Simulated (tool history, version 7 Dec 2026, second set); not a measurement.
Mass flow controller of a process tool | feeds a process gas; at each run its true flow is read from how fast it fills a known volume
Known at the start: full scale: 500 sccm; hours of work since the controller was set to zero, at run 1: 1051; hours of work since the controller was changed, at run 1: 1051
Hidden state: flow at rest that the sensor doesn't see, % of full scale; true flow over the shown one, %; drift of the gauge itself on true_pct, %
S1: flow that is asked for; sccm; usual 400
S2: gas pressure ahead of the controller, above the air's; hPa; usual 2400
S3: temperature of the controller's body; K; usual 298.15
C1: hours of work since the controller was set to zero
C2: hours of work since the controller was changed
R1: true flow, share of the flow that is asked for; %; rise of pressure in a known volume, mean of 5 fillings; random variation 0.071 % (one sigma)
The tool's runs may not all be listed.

{"run": 1, "day": 0.0, "S1": 400, "S2": 2400, "S3": 298.15, "C1": 1051, "C2": 1051, "R1": 99.15}
{"run": 2, "day": 15.3, "S1": 114, "S2": 2400, "S3": 298.15, "C1": 1261, "C2": 1261, "R1": 98.33}
{"run": 3, "day": 31.379, "S1": 114, "S2": 2400, "S3": 293.15, "C1": 1481, "C2": 1481, "R1": 98.1}
{"run": 4, "day": 42.117, "S1": 114, "S2": 2400, "S3": 293.15, "C1": 1628, "C2": 1628, "R1": 98.09}
{"run": 5, "day": 51.171, "S1": 114, "S2": 2400, "S3": 293.15, "C1": 1752, "C2": 1752, "R1": 97.93}
{"run": 6, "day": 67.921, "S1": 114, "S2": 2400, "S3": 293.15, "C1": 1981, "C2": 1981, "R1": 97.82}
{"run": 7, "day": 78.992, "S1": 114, "S2": 2400, "S3": 293.15, "C1": 2133, "C2": 2133, "R1": 97.57}
{"run": 8, "day": 88.508, "S1": 107, "S2": 2400, "S3": 298.15, "C1": 2263, "C2": 2263, "R1": 97.27}
{"run": 9, "day": 101.992, "S1": 107, "S2": 2400, "S3": 298.15, "C1": 2447, "C2": 2447, "R1": 97.05}
{"run": 10, "day": 110.192, "S1": 107, "S2": 2400, "S3": 298.15, "C1": 2559, "C2": 2559, "R1": 97.11}
{"run": 11, "day": 124.108, "S1": 400, "S2": 2400, "S3": 298.15, "C1": 2750, "C2": 2750, "R1": 98.21}
{"run": 12, "day": 133.783, "S1": 400, "S2": 2190, "S3": 298.15, "C1": 2882, "C2": 2882, "R1": 98.2}
{"run": 13, "day": 149.779, "S1": 400, "S2": 1640, "S3": 298.15, "C1": 3101, "C2": 3101, "R1": 98.13}
{"run": 14, "day": 160.775, "S1": 400, "S2": 1640, "S3": 298.15, "C1": 3252, "C2": 3252, "R1": 98.1}
{"run": 15, "day": 179.012, "S1": 400, "S2": 1760, "S3": 298.15, "C1": 3501, "C2": 3501, "R1": 97.89}
{"run": 16, "day": 194.179, "S1": 287, "S2": 2400, "S3": 298.15, "C1": 3709, "C2": 3709, "R1": 97.51}
{"run": 17, "day": 209.092, "S1": 400, "S2": 2400, "S3": 298.15, "C1": 3913, "C2": 3913, "R1": 97.6}
{"run": 18, "day": 223.596, "S1": 142, "S2": 2090, "S3": 294.15, "C1": 4112, "C2": 4112, "R1": 96.27}
{"run": 19, "day": 242.317, "S1": 142, "S2": 2090, "S3": 294.15, "C1": 4368, "C2": 4368, "R1": 96.2}
{"run": 20, "day": 258.383, "S1": 52, "S2": 2340, "S3": 302.15, "C1": 4588, "C2": 4588, "R1": 92.41}
{"run": 21, "day": 272.025, "S1": 339, "S2": 2430, "S3": 294.15, "C1": 4774, "C2": 4774, "R1": 97.1}
{"run": 22, "day": 281.125, "S1": 253, "S2": 1740, "S3": 300.15, "C1": 4899, "C2": 4899, "R1": 96.48}
{"day": 288.504, "done": "controller's zero set anew"}
{"run": 23, "day": 293.038, "S1": 253, "S2": 1740, "S3": 300.15, "C1": 62, "C2": 5062, "R1": 97.47}
{"run": 24, "day": 307.758, "S1": 114, "S2": 1960, "S3": 298.15, "C1": 264, "C2": 5263, "R1": 97.14}
{"run": 25, "day": 320.767, "S1": 131, "S2": 1450, "S3": 303.15, "C1": 442, "C2": 5441, "R1": 97.13}
{"run": 26, "day": 334.158, "S1": 400, "S2": 1730, "S3": 302.15, "C1": 625, "C2": 5625, "R1": 97.35}
{"run": 27, "day": 350.312, "S1": 400, "S2": 1730, "S3": 302.15, "C1": 846, "C2": 5846, "R1": 97.18}
{"run": 28, "day": 358.967, "S1": 400, "S2": 2260, "S3": 294.15, "C1": 964, "C2": 5964, "R1": 97.39}
{"run": 29, "day": 376.354, "S1": 400, "S2": 2260, "S3": 294.15, "C1": 1202, "C2": 6202, "R1": 97.24}
{"run": 30, "day": 394.871, "S1": 321, "S2": 2400, "S3": 298.15, "C1": 1456, "C2": 6456, "R1": 96.75}
{"run": 31, "day": 408.179, "S1": 116, "S2": 2400, "S3": 298.15, "C1": 1638, "C2": 6638, "R1": 96.09}
{"run": 32, "day": 418.008, "S1": 309, "S2": 1950, "S3": 306.15, "C1": 1773, "C2": 6772, "R1": 96.42}
{"run": 33, "day": 435.029, "S1": 306, "S2": 2380, "S3": 293.15, "C1": 2005, "C2": 7005, "R1": 96.57}
{"run": 34, "day": 445.583, "S1": 306, "S2": 2440, "S3": 305.15, "C1": 2150, "C2": 7150, "R1": 96.03}

Hidden state at the last listed run before each entry between runs and at the first one after, where it differs:
Between runs 22 and 23: controller's zero set anew (day 288.504)
  flow at rest that the sensor doesn't see, % of full scale: -0.56 -> -0.012; true flow over the shown one, %: -2.11 -> -2.18
  measured less the result without the state, R1: -3.22 -> -2.20 %
